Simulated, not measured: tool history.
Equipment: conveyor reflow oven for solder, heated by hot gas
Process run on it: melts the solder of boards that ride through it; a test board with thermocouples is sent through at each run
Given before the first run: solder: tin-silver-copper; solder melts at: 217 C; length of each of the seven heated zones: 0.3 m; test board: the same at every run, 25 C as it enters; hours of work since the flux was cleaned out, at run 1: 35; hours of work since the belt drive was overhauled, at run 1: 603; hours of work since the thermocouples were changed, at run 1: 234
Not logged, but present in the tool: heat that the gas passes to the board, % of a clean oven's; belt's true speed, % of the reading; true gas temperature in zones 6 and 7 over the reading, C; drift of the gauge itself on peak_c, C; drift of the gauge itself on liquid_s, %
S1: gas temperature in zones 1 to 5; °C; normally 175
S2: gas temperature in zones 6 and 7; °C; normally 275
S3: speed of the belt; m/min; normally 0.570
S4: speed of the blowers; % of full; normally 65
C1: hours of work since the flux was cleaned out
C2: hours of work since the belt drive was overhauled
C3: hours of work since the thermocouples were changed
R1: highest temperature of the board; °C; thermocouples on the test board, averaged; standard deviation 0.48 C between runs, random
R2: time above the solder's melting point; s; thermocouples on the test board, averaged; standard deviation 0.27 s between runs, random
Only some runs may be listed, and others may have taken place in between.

run 1 day=0.000 | S1=175 S2=275 S3=0.570 S4=65 | C1=35 C2=603 C3=234 | R1=261.9 R2=53.7
run 2 day=0.196 | S1=175 S2=268 S3=0.570 S4=65 | C1=39 C2=606 C3=238 | R1=255.3 R2=51.1
run 3 day=0.433 | S1=175 S2=290 S3=0.570 S4=65 | C1=43 C2=611 C3=242 | R1=276.5 R2=58.9
run 4 day=0.800 | S1=175 S2=275 S3=0.570 S4=65 | C1=50 C2=617 C3=249 | R1=262.2 R2=54.0
run 5 day=1.100 | S1=175 S2=275 S3=0.570 S4=65 | C1=55 C2=623 C3=254 | R1=263.0 R2=54.0
run 6 day=1.512 | S1=175 S2=275 S3=0.570 S4=65 | C1=63 C2=630 C3=262 | R1=262.7 R2=53.7
run 7 day=1.738 | S1=175 S2=275 S3=0.570 S4=65 | C1=67 C2=635 C3=266 | R1=261.9 R2=54.0
run 8 day=1.962 | S1=162 S2=275 S3=0.570 S4=65 | C1=71 C2=639 C3=270 | R1=260.9 R2=49.1
run 9 day=2.258 | S1=175 S2=275 S3=0.570 S4=65 | C1=77 C2=644 C3=275 | R1=262.1 R2=53.8
run 10 day=2.650 | S1=175 S2=275 S3=0.570 S4=55 | C1=84 C2=651 C3=282 | R1=259.8 R2=52.9
run 11 day=2.842 | S1=175 S2=275 S3=0.570 S4=55 | C1=87 C2=655 C3=286 | R1=259.5 R2=52.4
run 12 day=3.058 | S1=175 S2=275 S3=0.504 S4=86 | C1=91 C2=659 C3=290 | R1=268.8 R2=64.2
run 13 day=3.462 | S1=175 S2=279 S3=0.570 S4=65 | C1=99 C2=666 C3=297 | R1=265.6 R2=55.9
run 14 day=3.642 | S1=175 S2=275 S3=0.522 S4=52 | C1=102 C2=669 C3=301 | R1=261.9 R2=58.7
-- day=3.825 belt drive overhauled, speed set with a stopwatch
run 15 day=4.071 | S1=176 S2=287 S3=0.522 S4=54 | C1=107 C2=4 C3=305 | R1=273.4 R2=64.4
run 16 day=4.350 | S1=176 S2=287 S3=0.522 S4=54 | C1=112 C2=10 C3=311 | R1=272.7 R2=64.3
run 17 day=4.521 | S1=182 S2=264 S3=0.570 S4=60 | C1=115 C2=13 C3=314 | R1=252.3 R2=51.9
run 18 day=4.925 | S1=182 S2=264 S3=0.570 S4=60 | C1=122 C2=20 C3=321 | R1=252.5 R2=51.2
run 19 day=5.242 | S1=173 S2=273 S3=0.512 S4=65 | C1=128 C2=26 C3=327 | R1=263.3 R2=60.8
run 20 day=5.608 | S1=162 S2=275 S3=0.492 S4=87 | C1=135 C2=33 C3=334 | R1=267.9 R2=63.5
run 21 day=5.775 | S1=162 S2=278 S3=0.491 S4=87 | C1=138 C2=36 C3=337 | R1=271.5 R2=64.6
-- day=6.121 belt drive overhauled, speed set with a stopwatch, once more
run 22 day=6.233 | S1=162 S2=278 S3=0.491 S4=87 | C1=143 C2=2 C3=342 | R1=269.8 R2=62.9

For each run, the measured value with the value that run would have given without the tool's hidden condition subtracted. The run-to-run variation is shared by both, the gauge scatter possibly not:
run=1 R2=+0.7
run=2 R2=+0.7
run=3 R2=+0.7
run=4 R2=+0.7
run=5 R2=+0.7
run=6 R2=+0.7
run=7 R2=+0.7
run=8 R2=+0.6
run=9 R2=+0.7
run=10 R2=+0.7
run=11 R2=+0.7
run=12 R2=+0.8
run=13 R2=+0.7
run=14 R2=+0.9
run=15 R2=+1.3
run=16 R2=+1.2
run=17 R2=+1.0
run=18 R2=+0.9
run=19 R2=+1.1
run=20 R2=+1.0
run=21 R2=+1.0
run=22 R2=-0.2
R1 without the hidden state stays within 0.4 °C of what was measured, in all runs.
